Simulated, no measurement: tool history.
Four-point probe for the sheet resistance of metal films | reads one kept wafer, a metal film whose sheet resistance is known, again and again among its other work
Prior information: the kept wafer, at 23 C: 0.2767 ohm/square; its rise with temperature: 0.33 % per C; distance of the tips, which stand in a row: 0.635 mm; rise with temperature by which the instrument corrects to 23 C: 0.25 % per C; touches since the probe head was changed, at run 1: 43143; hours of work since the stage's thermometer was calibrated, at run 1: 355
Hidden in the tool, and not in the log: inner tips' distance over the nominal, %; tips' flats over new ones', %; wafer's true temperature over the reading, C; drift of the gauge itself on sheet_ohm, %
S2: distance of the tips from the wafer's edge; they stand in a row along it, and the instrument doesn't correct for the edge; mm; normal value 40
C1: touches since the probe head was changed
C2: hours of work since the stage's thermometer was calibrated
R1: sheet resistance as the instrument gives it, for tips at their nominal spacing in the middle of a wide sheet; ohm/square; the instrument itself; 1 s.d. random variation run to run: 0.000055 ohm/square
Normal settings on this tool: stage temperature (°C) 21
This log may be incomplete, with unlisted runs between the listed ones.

run 1 hour=0 | stage_temperature_(°C)=21 S2=40 | C1=43143 C2=355 | R1=0.275406
run 2 hour=9.4 | stage_temperature_(°C)=21 S2=40 | C1=43595 C2=362 | R1=0.275419
run 3 hour=16.7 | stage_temperature_(°C)=21 S2=40 | C1=43945 C2=367 | R1=0.275501
run 4 hour=32.6 | stage_temperature_(°C)=21 S2=40 | C1=44708 C2=378 | R1=0.275546
run 5 hour=46.9 | stage_temperature_(°C)=21 S2=40 | C1=45390 C2=388 | R1=0.275592
run 6 hour=59.8 | stage_temperature_(°C)=29 S2=40 | C1=46010 C2=397 | R1=0.27722
run 7 hour=72.1 | stage_temperature_(°C)=31 S2=40 | C1=46600 C2=406 | R1=0.277688
run 8 hour=80 | stage_temperature_(°C)=26 S2=40 | C1=46981 C2=412 | R1=0.27657
run 9 hour=94.5 | stage_temperature_(°C)=21 S2=40 | C1=47676 C2=422 | R1=0.275479
run 10 hour=104.6 | stage_temperature_(°C)=21 S2=74 | C1=48160 C2=429 | R1=0.275412
run 11 hour=111.7 | stage_temperature_(°C)=21 S2=74 | C1=48497 C2=434 | R1=0.275373
run 12 hour=124 | stage_temperature_(°C)=31 S2=54 | C1=49087 C2=442 | R1=0.277577
run 13 hour=139.7 | stage_temperature_(°C)=26 S2=54 | C1=49841 C2=454 | R1=0.276438
run 14 hour=153.2 | stage_temperature_(°C)=19 S2=4 | C1=50490 C2=463 | R1=0.278553
run 15 hour=162.1 | stage_temperature_(°C)=21 S2=56 | C1=50915 C2=469 | R1=0.275238
run 16 hour=173.1 | stage_temperature_(°C)=21 S2=5 | C1=51446 C2=477 | R1=0.277716
run 17 hour=182.1 | stage_temperature_(°C)=21 S2=5 | C1=51875 C2=483 | R1=0.277614
run 18 hour=194.1 | stage_temperature_(°C)=21 S2=5 | C1=52450 C2=492 | R1=0.277563

Each row is a separate what-if for the run after 18, all from the same tool condition, not one after another. Results?
run A hour=209 | stage_temperature_(°C)=33 S2=46 | C1=53166 C2=502 | R1=?
run B hour=209 | stage_temperature_(°C)=26 S2=9 | C1=53166 C2=502 | R1=?
run C hour=209 | stage_temperature_(°C)=19 S2=11 | C1=53166 C2=502 | R1=?

run=A R1=0.277889
run=B R1=0.277086
run=C R1=0.275292
Stripped of hidden state, with their random variation kept, the same runs would have yielded:
run=A R1=0.278925
run=B R1=0.278119
run=C R1=0.276318
